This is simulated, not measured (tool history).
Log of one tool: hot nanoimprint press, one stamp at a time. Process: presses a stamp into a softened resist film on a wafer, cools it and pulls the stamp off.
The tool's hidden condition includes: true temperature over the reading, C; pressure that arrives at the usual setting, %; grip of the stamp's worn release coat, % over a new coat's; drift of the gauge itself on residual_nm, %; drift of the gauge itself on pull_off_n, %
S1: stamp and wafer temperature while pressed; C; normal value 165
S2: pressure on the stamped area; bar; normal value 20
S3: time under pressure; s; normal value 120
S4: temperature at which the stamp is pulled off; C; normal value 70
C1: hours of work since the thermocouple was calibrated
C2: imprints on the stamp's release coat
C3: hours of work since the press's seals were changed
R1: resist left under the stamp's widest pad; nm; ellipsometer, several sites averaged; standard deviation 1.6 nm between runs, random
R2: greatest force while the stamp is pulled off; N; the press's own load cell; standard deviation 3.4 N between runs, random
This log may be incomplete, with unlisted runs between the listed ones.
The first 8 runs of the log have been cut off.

| run | day | S1 | S2 | S3 | S4 | C1 | C2 | C3 | R1 | R2 |
|---|---|---|---|---|---|---|---|---|---|---|
| 9 | 12.308 | 165 | 20 | 120 | 70 | 125 | 529 | 1013 | 285.7 | 189 |
| 10 | 13.279 | 165 | 20 | 95 | 70 | 143 | 593 | 1030 | 308.2 | 189 |
| 11 | 14.379 | 165 | 20 | 120 | 76 | 163 | 664 | 1051 | 282.4 | 191 |
| 12 | 15.717 | 165 | 16.7 | 120 | 70 | 188 | 752 | 1075 | 304.7 | 197 |
| 13 | 17.112 | 165 | 15.7 | 120 | 70 | 214 | 843 | 1101 | 313.3 | 206 |
| 14 | 18.012 | 165 | 20 | 120 | 70 | 230 | 902 | 1117 | 288.1 | 206 |
| 15 | 19.179 | 165 | 20 | 120 | 70 | 252 | 978 | 1139 | 289.5 | 205 |
| 16 | 21.062 | 165 | 20 | 120 | 70 | 286 | 1101 | 1173 | 288.3 | 211 |
| 17 | 22.475 | 165 | 18.3 | 75 | 70 | 312 | 1193 | 1199 | 341.6 | 217 |
| 18 | 23.308 | 165 | 18.3 | 75 | 70 | 327 | 1248 | 1215 | 344.7 | 225 |
| 19 | 25.071 | 175 | 15.6 | 149 | 64 | 360 | 1363 | 1247 | 188.6 | 233 |
| 20 | 26.15 | 175 | 31.5 | 149 | 58 | 380 | 1434 | 1267 | 137.7 | 259 |
| 21 | 27.104 | 175 | 31.5 | 149 | 58 | 397 | 1496 | 1284 | 139.1 | 250 |
|  | 27.675 | stamp cleaned and given a new release coat |
| 22 | 28.633 | 169 | 18.7 | 79 | 70 | 421 | 62 | 1308 | 290.6 | 169 |
| 23 | 30.508 | 169 | 18.3 | 79 | 70 | 455 | 185 | 1342 | 295.1 | 172 |
|  | 31.242 | press's hydraulic seals changed and the load cell set to zero |
| 24 | 32.425 | 166 | 15.8 | 147 | 64 | 484 | 288 | 22 | 279.6 | 186 |
| 25 | 33.588 | 164 | 13.4 | 147 | 64 | 506 | 364 | 43 | 322.4 | 188 |
| 26 | 34.629 | 165 | 13 | 120 | 70 | 525 | 432 | 62 | 335.4 | 191 |
|  | 36.154 | plate thermocouple calibrated |
| 27 | 36.221 | 165 | 13 | 120 | 70 | 1 | 528 | 89 | 319.3 | 186 |

Expected results for the next run?
| 28 | 37.583 | 165 | 13 | 80 | 70 | 26 | 617 | 114 | ? | ? |

R1: 358.5 nm
R2: 199 N
With no hidden state in the tool, this same run would have given R1 356.9 nm, R2 170 N.

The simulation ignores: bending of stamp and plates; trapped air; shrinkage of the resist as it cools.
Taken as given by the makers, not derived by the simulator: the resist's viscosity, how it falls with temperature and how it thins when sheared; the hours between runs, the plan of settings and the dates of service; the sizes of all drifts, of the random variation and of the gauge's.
